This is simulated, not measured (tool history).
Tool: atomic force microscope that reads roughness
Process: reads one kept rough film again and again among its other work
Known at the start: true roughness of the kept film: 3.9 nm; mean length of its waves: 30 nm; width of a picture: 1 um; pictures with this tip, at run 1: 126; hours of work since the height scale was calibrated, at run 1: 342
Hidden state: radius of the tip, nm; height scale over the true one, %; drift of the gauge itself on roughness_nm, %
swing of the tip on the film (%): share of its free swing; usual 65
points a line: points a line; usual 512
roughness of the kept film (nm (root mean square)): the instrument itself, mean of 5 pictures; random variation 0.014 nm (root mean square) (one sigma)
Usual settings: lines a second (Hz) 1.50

run     day  lines a second (Hz)  swing of the tip on the film (%)  points a line  pictures with this tip  hours of work since the height scale was calibrated  roughness of the kept film (nm (root mean square))
  1   0.000                 1.50                                65            512                     126                                                  342                                               3.118
  2   1.083                 1.50                                65            512                     161                                                  355                                               3.074
  3   2.038                 1.50                                65            512                     192                                                  366                                               2.984
  4   3.358                 1.50                                65            512                     235                                                  382                                               2.920
  5   4.138                 1.50                                65            512                     261                                                  391                                               2.852
  6   4.738                 1.50                                65            512                     280                                                  398                                               2.842
  7   5.633                 1.50                                65            512                     309                                                  409                                               2.776
  8   6.912                 1.50                                65            415                     351                                                  424                                               2.705
      7.929  -- new tip fitted
  9   8.167                 1.50                                65            415                       8                                                  439                                               3.310
 10   8.783                 1.50                                65            415                      28                                                  447                                               3.280
 11   9.596                 1.50                                79            512                      54                                                  456                                               3.038
      9.742  -- height scale calibrated on a step standard
 12  10.288                 1.50                                65            512                      75                                                    6                                               3.213
 13  11.625                 3.26                                56            512                     119                                                   22                                               3.079
 14  12.588                 1.74                                68            428                     150                                                   34                                               2.973
 15  13.150                 1.74                                68            428                     168                                                   41                                               2.941
 16  14.100                 0.51                                88            428                     199                                                   52                                               2.932
 17  14.683                 3.96                                70            807                     218                                                   59                                               2.556

Forecast run 18:
     15.496  -- height scale calibrated on a step standard, once more
 18  16.100                 3.96                                70            807                     262                                                    7                                                   ?

Run 18 gave roughness of the kept film (nm (root mean square)) 2.461.
Without the tool's hidden state the same run would have given roughness of the kept film (nm (root mean square)) 2.946.

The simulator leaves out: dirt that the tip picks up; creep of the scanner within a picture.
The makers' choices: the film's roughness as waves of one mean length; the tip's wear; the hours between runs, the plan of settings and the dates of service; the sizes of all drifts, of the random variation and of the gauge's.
